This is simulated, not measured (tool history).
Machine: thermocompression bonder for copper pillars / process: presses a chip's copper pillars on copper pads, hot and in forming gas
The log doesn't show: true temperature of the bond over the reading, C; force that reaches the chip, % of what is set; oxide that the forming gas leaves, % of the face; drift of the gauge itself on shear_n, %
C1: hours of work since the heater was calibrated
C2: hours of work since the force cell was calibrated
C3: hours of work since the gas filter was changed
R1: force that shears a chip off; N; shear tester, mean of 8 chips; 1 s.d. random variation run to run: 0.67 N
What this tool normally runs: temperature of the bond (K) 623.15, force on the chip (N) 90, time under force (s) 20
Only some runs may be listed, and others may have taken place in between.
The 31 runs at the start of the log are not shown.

At hour 352.7: heater calibrated with a thermocouple chip, once more.
At hour 356.2: forming gas filter changed.
Run 32, hour 360.2: usual settings but time under force (s) 13; C1 3; C2 195; C3 2. Result: R1 77.0 N.
Run 33, hour 375.8: usual settings but time under force (s) 13; C1 10; C2 202; C3 9. Result: R1 77.4 N.
Run 34, hour 389.5: usual settings but temperature of the bond (K) 634.15, force on the chip (N) 92, time under force (s) 13; C1 16; C2 208; C3 15. Result: R1 86.9 N.
Run 35, hour 400.5: usual settings but temperature of the bond (K) 634.15, force on the chip (N) 110, time under force (s) 29; C1 21; C2 213; C3 20. Result: R1 114.2 N.
Run 36, hour 407.3: usual settings but temperature of the bond (K) 634.15, force on the chip (N) 110, time under force (s) 29; C1 24; C2 217; C3 23. Result: R1 114.8 N.
Run 37, hour 417.5: usual settings but temperature of the bond (K) 634.15, force on the chip (N) 110, time under force (s) 29; C1 29; C2 221; C3 28. Result: R1 114.7 N.
Run 38, hour 425.4: usual settings but temperature of the bond (K) 634.15, force on the chip (N) 110, time under force (s) 29; C1 33; C2 225; C3 31. Result: R1 114.7 N.
Run 39, hour 432.4: usual settings but temperature of the bond (K) 598.15, force on the chip (N) 80, time under force (s) 12; C1 36; C2 228; C3 34. Result: R1 52.3 N.
Run 40, hour 440.1: usual settings; C1 39; C2 231; C3 38. Result: R1 88.0 N.

Predict each of these 3 candidate next runs independently; none follows another, all start after run 40:
Run A, hour 451.3: usual settings but temperature of the bond (K) 608.15, force on the chip (N) 95, time under force (s) 35; C1 44; C2 236; C3 43. Result: R1 ?.
Run B, hour 451.3: usual settings but force on the chip (N) 56; C1 44; C2 236; C3 43. Result: R1 ?.
Run C, hour 451.3: usual settings but temperature of the bond (K) 620.15, force on the chip (N) 62; C1 44; C2 236; C3 43. Result: R1 ?.

run    R1
  A  92.5
  B  70.7
  C  73.8
What these runs would have given with no unlogged condition in the tool:
run    R1
  A  93.7
  B  71.6
  C  74.7
